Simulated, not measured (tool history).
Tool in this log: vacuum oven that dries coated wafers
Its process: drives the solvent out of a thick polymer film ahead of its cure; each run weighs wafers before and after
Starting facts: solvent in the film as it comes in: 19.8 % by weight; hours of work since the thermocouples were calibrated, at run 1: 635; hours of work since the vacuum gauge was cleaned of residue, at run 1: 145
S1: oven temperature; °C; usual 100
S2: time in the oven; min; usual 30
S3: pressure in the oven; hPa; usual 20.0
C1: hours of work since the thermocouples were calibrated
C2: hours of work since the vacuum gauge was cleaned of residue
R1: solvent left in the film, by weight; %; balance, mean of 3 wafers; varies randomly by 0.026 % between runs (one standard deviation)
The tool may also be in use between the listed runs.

run 1 hour=0.0 | S1=100 S2=30 S3=20.0 | C1=635 C2=145 | R1=3.59
run 2 hour=20.7 | S1=100 S2=30 S3=20.0 | C1=647 C2=156 | R1=3.57
run 3 hour=57.3 | S1=100 S2=30 S3=20.0 | C1=668 C2=177 | R1=3.55
run 4 hour=83.3 | S1=100 S2=30 S3=63.6 | C1=683 C2=192 | R1=5.16
run 5 hour=109.1 | S1=100 S2=30 S3=63.6 | C1=697 C2=207 | R1=5.23
run 6 hour=136.3 | S1=100 S2=42 S3=63.6 | C1=713 C2=223 | R1=4.00
run 7 hour=162.5 | S1=100 S2=42 S3=63.6 | C1=728 C2=238 | R1=3.92
run 8 hour=195.3 | S1=100 S2=30 S3=20.0 | C1=747 C2=256 | R1=3.51
run 9 hour=214.1 | S1=100 S2=30 S3=20.0 | C1=758 C2=267 | R1=3.56
-- hour=221.0 oven's thermocouples calibrated
run 10 hour=244.6 | S1=100 S2=30 S3=20.0 | C1=13 C2=283 | R1=3.90
run 11 hour=263.3 | S1=100 S2=30 S3=20.0 | C1=24 C2=294 | R1=3.88
run 12 hour=286.5 | S1=100 S2=30 S3=20.0 | C1=38 C2=307 | R1=3.86
run 13 hour=322.9 | S1=100 S2=30 S3=20.0 | C1=58 C2=328 | R1=3.91
run 14 hour=345.2 | S1=100 S2=30 S3=20.0 | C1=71 C2=341 | R1=3.89
run 15 hour=374.3 | S1=100 S2=30 S3=20.0 | C1=88 C2=358 | R1=3.85
run 16 hour=397.1 | S1=100 S2=30 S3=20.0 | C1=101 C2=371 | R1=3.84
run 17 hour=424.9 | S1=100 S2=30 S3=20.0 | C1=117 C2=387 | R1=3.86
run 18 hour=445.8 | S1=100 S2=30 S3=20.0 | C1=129 C2=399 | R1=3.85
run 19 hour=486.3 | S1=100 S2=30 S3=20.0 | C1=152 C2=422 | R1=3.90
run 20 hour=523.6 | S1=100 S2=30 S3=32.3 | C1=173 C2=443 | R1=4.33
run 21 hour=547.8 | S1=100 S2=30 S3=32.3 | C1=187 C2=457 | R1=4.29
run 22 hour=566.8 | S1=100 S2=30 S3=32.3 | C1=198 C2=468 | R1=4.27
run 23 hour=601.3 | S1=100 S2=30 S3=32.3 | C1=218 C2=488 | R1=4.30
run 24 hour=641.0 | S1=100 S2=15 S3=13.7 | C1=241 C2=511 | R1=7.38
run 25 hour=675.5 | S1=107 S2=15 S3=12.7 | C1=260 C2=530 | R1=4.96
run 26 hour=704.9 | S1=87 S2=30 S3=20.0 | C1=277 C2=547 | R1=8.44
run 27 hour=740.1 | S1=87 S2=52 S3=20.0 | C1=297 C2=567 | R1=5.51
run 28 hour=781.8 | S1=108 S2=50 S3=27.1 | C1=321 C2=591 | R1=1.15
run 29 hour=802.3 | S1=99 S2=46 S3=76.7 | C1=333 C2=603 | R1=4.74
run 30 hour=848.0 | S1=114 S2=37 S3=76.7 | C1=359 C2=629 | R1=2.25
run 31 hour=867.3 | S1=113 S2=36 S3=52.4 | C1=370 C2=640 | R1=1.76
-- hour=871.3 vacuum gauge cleaned of residue and calibrated
run 32 hour=895.5 | S1=113 S2=36 S3=52.4 | C1=386 C2=14 | R1=1.78
run 33 hour=924.1 | S1=100 S2=52 S3=10.5 | C1=402 C2=30 | R1=1.43
run 34 hour=961.1 | S1=100 S2=52 S3=10.5 | C1=423 C2=51 | R1=1.42
run 35 hour=982.3 | S1=96 S2=22 S3=44.2 | C1=435 C2=64 | R1=7.69
run 36 hour=1021.4 | S1=106 S2=36 S3=30.2 | C1=458 C2=86 | R1=2.02
run 37 hour=1053.1 | S1=106 S2=36 S3=30.2 | C1=476 C2=104 | R1=2.06
-- hour=1068.7 vacuum gauge cleaned of residue and calibrated, once more
run 38 hour=1078.1 | S1=100 S2=30 S3=15.1 | C1=489 C2=5 | R1=3.47
run 39 hour=1104.4 | S1=112 S2=30 S3=15.3 | C1=504 C2=20 | R1=0.99
run 40 hour=1129.4 | S1=112 S2=30 S3=15.3 | C1=519 C2=35 | R1=0.98
run 41 hour=1172.2 | S1=107 S2=44 S3=16.5 | C1=543 C2=59 | R1=0.93
run 42 hour=1197.0 | S1=101 S2=30 S3=16.5 | C1=557 C2=74 | R1=3.25
run 43 hour=1225.1 | S1=101 S2=30 S3=16.5 | C1=574 C2=90 | R1=3.21
run 44 hour=1257.0 | S1=93 S2=30 S3=23.2 | C1=592 C2=108 | R1=6.12
run 45 hour=1285.4 | S1=86 S2=49 S3=16.9 | C1=608 C2=124 | R1=5.68

For some of the steps in R1 from one run to the next: how much would appear even if the tool had no hidden state, given the settings, what came in and random variation, and how much remains for the hidden state plus any gauge scatter that the measured result and the result without hidden state don't share?
The tool's hidden condition here consists of: true wafer temperature over the reading, C; true pressure over the reading, kPa; drift of the gauge itself on solvent_pct, %.
Run 9 -> 10: oven's thermocouples calibrated. R1 +0.34 %: hidden state +0.34, all else +0.00.
Run 27 -> 28: S1 87 -> 108, S2 52 -> 50, S3 20.0 -> 27.1. R1 -4.36 %: hidden state +0.04, all else -4.40.
Run 34 -> 35: S1 100 -> 96, S2 52 -> 22, S3 10.5 -> 44.2. R1 +6.27 %: hidden state -0.13, all else +6.40.
Run 35 -> 36: S1 96 -> 106, S2 22 -> 36, S3 44.2 -> 30.2. R1 -5.67 %: hidden state +0.09, all else -5.76.
Run 37 -> 38: S1 106 -> 100, S2 36 -> 30, S3 30.2 -> 15.1, vacuum gauge cleaned of residue and calibrated, once more. R1 +1.41 %: hidden state -0.19, all else +1.60.
